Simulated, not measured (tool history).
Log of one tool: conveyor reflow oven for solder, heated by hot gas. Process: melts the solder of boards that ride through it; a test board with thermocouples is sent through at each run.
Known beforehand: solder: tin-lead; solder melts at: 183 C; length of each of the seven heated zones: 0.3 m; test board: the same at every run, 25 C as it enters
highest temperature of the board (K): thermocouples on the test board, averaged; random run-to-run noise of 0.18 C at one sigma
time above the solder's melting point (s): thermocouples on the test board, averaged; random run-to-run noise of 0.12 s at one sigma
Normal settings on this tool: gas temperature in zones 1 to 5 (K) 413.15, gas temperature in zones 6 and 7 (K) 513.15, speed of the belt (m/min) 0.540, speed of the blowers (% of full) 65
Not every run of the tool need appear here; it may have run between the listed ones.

run	hour	gas temperature in zones 1 to 5 (K)	gas temperature in zones 6 and 7 (K)	speed of the belt (m/min)	speed of the blowers (% of full)	highest temperature of the board (K)	time above the solder's melting point (s)
1	0.0	413.15	513.15	0.540	65	490.25	49.6
2	9.2	427.15	513.15	0.540	65	492.95	56.6
3	18.0	427.15	513.15	0.486	65	496.05	65.7
4	26.9	427.15	513.15	0.486	65	496.65	65.6
5	39.1	427.15	513.15	0.486	65	496.45	65.4
6	52.3	427.15	513.15	0.486	65	496.35	65.6
7	60.6	427.15	513.15	0.486	65	495.85	65.5
8	70.4	413.15	513.15	0.443	65	496.65	66.7
9	77.4	413.15	513.15	0.443	65	496.65	66.6
10	85.6	413.15	513.15	0.443	65	496.55	66.4
11	94.9	417.15	513.15	0.443	65	497.35	68.4
12	105.1	417.15	513.15	0.443	65	497.05	68.3
13	114.7	417.15	513.15	0.443	65	497.05	68.5
14	123.4	417.15	513.15	0.443	59	495.35	67.3
15	135.9	412.15	511.15	0.540	65	487.85	47.4
16	146.8	428.15	510.15	0.602	50	481.25	41.4
17	155.1	400.15	522.15	0.650	88	492.75	39.5
18	167.8	400.15	522.15	0.650	88	493.15	39.8
19	179.5	400.15	522.15	0.546	88	500.15	52.1
20	188.5	403.15	503.15	0.523	55	476.65	35.9
21	202.2	408.15	513.15	0.442	70	496.45	64.9
22	215.3	408.15	513.15	0.442	70	496.05	65.1
23	224.0	408.15	513.15	0.442	70	496.65	64.8
24	236.9	403.15	524.15	0.442	70	505.35	68.9
# hour 250.8: flux residue cleaned out of gas plates and filters
25	250.8	403.15	522.15	0.497	53	495.35	54.6

Each row is a separate what-if for the run after 25, all from the same tool condition, not one after another. Results?
A	259.5	403.15	522.15	0.488	53	?	?
B	259.5	413.15	514.15	0.540	65	?	?
C	259.5	403.15	522.15	0.434	72	?	?
D	259.5	413.15	513.15	0.436	65	?	?
E	259.5	424.15	513.15	0.646	73	?	?

run	highest temperature of the board (K)	time above the solder's melting point (s)
A	496.15	56.3
B	491.95	51.1
C	506.15	71.2
D	497.95	68.8
E	489.45	43.9
With no hidden state in the tool, these same runs would have given:
run	highest temperature of the board (K)	time above the solder's melting point (s)
A	497.55	56.9
B	493.45	51.8
C	507.85	71.7
D	499.65	69.4
E	490.85	44.5

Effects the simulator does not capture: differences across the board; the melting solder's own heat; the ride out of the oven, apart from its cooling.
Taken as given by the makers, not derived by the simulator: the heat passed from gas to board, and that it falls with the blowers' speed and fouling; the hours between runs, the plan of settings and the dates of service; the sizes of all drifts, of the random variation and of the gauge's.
